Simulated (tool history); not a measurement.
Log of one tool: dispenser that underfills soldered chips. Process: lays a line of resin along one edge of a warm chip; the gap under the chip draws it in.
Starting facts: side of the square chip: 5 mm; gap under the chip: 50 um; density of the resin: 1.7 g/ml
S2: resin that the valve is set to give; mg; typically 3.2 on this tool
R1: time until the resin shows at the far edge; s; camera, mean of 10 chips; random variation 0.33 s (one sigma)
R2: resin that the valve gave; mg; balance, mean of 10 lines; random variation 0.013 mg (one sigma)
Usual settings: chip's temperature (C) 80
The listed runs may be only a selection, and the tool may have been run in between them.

Run 1, hour 0: usual settings. Result: R1 23.9 s, R2 3.19 mg.
At hour 2: new syringe of resin.
Run 2, hour 7.9: usual settings. Result: R1 20.4 s, R2 3.17 mg.
At hour 11.9: new syringe of resin.
Run 3, hour 15.3: usual settings. Result: R1 17 s, R2 3.16 mg.
Run 4, hour 19.8: usual settings but chip's temperature (C) 69. Result: R1 35.7 s, R2 3.16 mg.
At hour 21.8: new syringe of resin.
Run 5, hour 27.2: usual settings but chip's temperature (C) 70. Result: R1 30 s, R2 3.14 mg.
At hour 31.8: new syringe of resin.
Run 6, hour 32.3: usual settings. Result: R1 14.5 s, R2 3.15 mg.
Run 7, hour 38.1: usual settings. Result: R1 21.3 s, R2 3.13 mg.
At hour 41.7: new syringe of resin.
Run 8, hour 41.9: usual settings but chip's temperature (C) 91. Result: R1 9.8 s, R2 3.13 mg.
At hour 44.2: dispensing valve cleaned and set on the balance.
Run 9, hour 47.6: usual settings but chip's temperature (C) 83. Result: R1 17.1 s, R2 3.19 mg.
At hour 53.1: new syringe of resin.
Run 10, hour 54.9: usual settings but chip's temperature (C) 83, S2 3.03 mg. Result: R1 13.6 s, R2 3.05 mg.
Run 11, hour 58.9: usual settings but chip's temperature (C) 83, S2 3.03 mg. Result: R1 17.9 s, R2 3.01 mg.
At hour 63: new syringe of resin.
Run 12, hour 66.3: usual settings but chip's temperature (C) 83, S2 3.03 mg. Result: R1 15.1 s, R2 3.03 mg.
At hour 73: new syringe of resin.
Run 13, hour 73.2: usual settings but chip's temperature (C) 81. Result: R1 14.5 s, R2 3.15 mg.
Run 14, hour 79.3: usual settings but chip's temperature (C) 81. Result: R1 20.4 s, R2 3.16 mg.
At hour 83.2: new syringe of resin.
Run 15, hour 85.8: usual settings but chip's temperature (C) 81. Result: R1 16 s, R2 3.15 mg.
Run 16, hour 91.9: usual settings but chip's temperature (C) 81. Result: R1 24.1 s, R2 3.13 mg.
At hour 93.3: new syringe of resin.
Run 17, hour 98.7: usual settings but chip's temperature (C) 81. Result: R1 18.9 s, R2 3.12 mg.
At hour 103.2: new syringe of resin.
Run 18, hour 103.8: usual settings. Result: R1 14.1 s, R2 3.13 mg.
At hour 106.8: dispensing valve cleaned and set on the balance.
Run 19, hour 110.2: usual settings but chip's temperature (C) 91, S2 3.47 mg. Result: R1 13.4 s, R2 3.48 mg.
At hour 114.4: new syringe of resin.
Run 20, hour 117.8: usual settings but chip's temperature (C) 88, S2 2.84 mg. Result: R1 13.1 s, R2 2.86 mg.
Run 21, hour 122.2: usual settings but chip's temperature (C) 88, S2 2.84 mg. Result: R1 17.8 s, R2 2.8 mg.
At hour 124.4: new syringe of resin.
Run 22, hour 129.1: usual settings but chip's temperature (C) 92, S2 3.24 mg. Result: R1 12.6 s, R2 3.21 mg.
At hour 134.5: new syringe of resin.
Run 23, hour 135.9: usual settings but chip's temperature (C) 73, S2 4.03 mg. Result: R1 19.1 s, R2 3.98 mg.
Run 24, hour 143.5: usual settings but S2 3.71 mg. Result: R1 25.5 s, R2 3.64 mg.
At hour 144.9: new syringe of resin.
Run 25, hour 148.7: usual settings but chip's temperature (C) 90, S2 3.01 mg. Result: R1 13 s, R2 2.93 mg.
At hour 155: new syringe of resin.
Run 26, hour 156.6: usual settings but chip's temperature (C) 76, S2 3.24 mg. Result: R1 17.9 s, R2 3.19 mg.
Run 27, hour 162.6: usual settings but chip's temperature (C) 74, S2 3.25 mg. Result: R1 29 s, R2 3.18 mg.
At hour 165.1: new syringe of resin.
At hour 169.3: dispensing valve cleaned and set on the balance.
Run 28, hour 171.5: usual settings but chip's temperature (C) 93, S2 3.26 mg. Result: R1 12.4 s, R2 3.24 mg.
At hour 176.4: new syringe of resin.
Run 29, hour 177.1: usual settings but chip's temperature (C) 93, S2 3.26 mg. Result: R1 9.1 s, R2 3.25 mg.
Run 30, hour 184.4: usual settings but chip's temperature (C) 79, S2 3.72 mg. Result: R1 24.5 s, R2 3.69 mg.
At hour 186.8: new syringe of resin.
Run 31, hour 191: usual settings but S2 2.9 mg. Result: R1 19.4 s, R2 2.87 mg.
Run 32, hour 194.4: usual settings but chip's temperature (C) 76, S2 2.9 mg. Result: R1 28.3 s, R2 2.87 mg.
At hour 196.9: new syringe of resin.
Run 33, hour 202: usual settings but chip's temperature (C) 76, S2 2.9 mg. Result: R1 23.6 s, R2 2.86 mg.
At hour 207.1: new syringe of resin.
Run 34, hour 207.8: usual settings but chip's temperature (C) 81, S2 3.83 mg. Result: R1 14.5 s, R2 3.75 mg.
Run 35, hour 213.6: usual settings but chip's temperature (C) 72, S2 3.97 mg. Result: R1 30.2 s, R2 3.87 mg.

3 ways to go on from here, each from the tool as it stands after run 35. What would each give?
At hour 217.6: new syringe of resin.
Run A, hour 218.4: usual settings but chip's temperature (C) 72, S2 3 mg. Result: R1 ?, R2 ?.
At hour 217.6: new syringe of resin.
Run B, hour 218.4: usual settings but chip's temperature (C) 74, S2 2.8 mg. Result: R1 ?, R2 ?.
At hour 217.6: new syringe of resin.
Run C, hour 218.4: usual settings but chip's temperature (C) 72, S2 3.5 mg. Result: R1 ?, R2 ?.

run    R1    R2
  A  21.4  2.93
  B  20.3  2.72
  C  21.1  3.43
Had the tool no hidden state, the same runs would have come out as:
run    R1    R2
  A  18.2     3
  B  17.2  2.78
  C  17.9   3.5
